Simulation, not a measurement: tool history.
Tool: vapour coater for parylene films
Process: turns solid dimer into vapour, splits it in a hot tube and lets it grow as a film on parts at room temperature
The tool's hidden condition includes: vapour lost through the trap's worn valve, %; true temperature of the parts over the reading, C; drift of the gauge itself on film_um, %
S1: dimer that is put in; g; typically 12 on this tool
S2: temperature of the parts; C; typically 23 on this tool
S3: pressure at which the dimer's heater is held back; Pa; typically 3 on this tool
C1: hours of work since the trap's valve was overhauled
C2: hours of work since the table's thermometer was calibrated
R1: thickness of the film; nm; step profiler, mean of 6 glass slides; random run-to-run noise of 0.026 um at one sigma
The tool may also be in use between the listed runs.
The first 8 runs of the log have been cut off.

run 9 hour=299.4 | S1=12 S2=23 S3=4.16 | C1=295 C2=250 | R1=1800
run 10 hour=340.4 | S1=7 S2=23 S3=3 | C1=331 C2=286 | R1=1120
run 11 hour=370.3 | S1=7 S2=23 S3=3 | C1=357 C2=313 | R1=1100
run 12 hour=411.9 | S1=11 S2=23 S3=3 | C1=394 C2=349 | R1=1720
run 13 hour=440.9 | S1=11 S2=23 S3=3 | C1=420 C2=375 | R1=1740
run 14 hour=475 | S1=11 S2=23 S3=3 | C1=450 C2=405 | R1=1710
-- hour=513.3 trap's valve overhauled
run 15 hour=518.2 | S1=11 S2=23 S3=3 | C1=4 C2=440 | R1=1600
run 16 hour=562.8 | S1=12 S2=23 S3=6.98 | C1=44 C2=480 | R1=1500
run 17 hour=611.1 | S1=12 S2=23 S3=6.98 | C1=87 C2=523 | R1=1470
run 18 hour=650.7 | S1=9 S2=23 S3=3 | C1=122 C2=558 | R1=1260
run 19 hour=679.7 | S1=6 S2=23 S3=3 | C1=147 C2=583 | R1=790
-- hour=691.6 trap's valve overhauled, once more
run 20 hour=731.7 | S1=6 S2=23 S3=2.08 | C1=36 C2=626 | R1=1110
run 21 hour=760 | S1=6 S2=23 S3=2.08 | C1=61 C2=651 | R1=1060
run 22 hour=810.6 | S1=12 S2=23 S3=3 | C1=105 C2=696 | R1=2010
run 23 hour=855.4 | S1=12 S2=23 S3=3 | C1=145 C2=736 | R1=2020
run 24 hour=876.5 | S1=12 S2=22 S3=5.3 | C1=164 C2=754 | R1=1910
run 25 hour=900.2 | S1=9 S2=29 S3=3 | C1=185 C2=775 | R1=1110
run 26 hour=949.1 | S1=12 S2=23 S3=3.07 | C1=228 C2=819 | R1=1930
run 27 hour=980.7 | S1=12 S2=23 S3=3.07 | C1=256 C2=847 | R1=1910
run 28 hour=1003.6 | S1=7 S2=20 S3=11.56 | C1=277 C2=867 | R1=1050
run 29 hour=1053.2 | S1=12 S2=28 S3=5.94 | C1=321 C2=911 | R1=1340
run 30 hour=1087.9 | S1=14 S2=23 S3=3 | C1=351 C2=942 | R1=2220
run 31 hour=1139.4 | S1=13 S2=16 S3=6.74 | C1=397 C2=987 | R1=2400

For run 32, what comes out?
run 32 hour=1188 | S1=13 S2=16 S3=6.74 | C1=440 C2=1030 | R1=?

Logged for run 32: R1 2330 nm.
Take away the tool's hidden state, keep the run-to-run variation as it was, and the same run would have given R1 2670 nm.
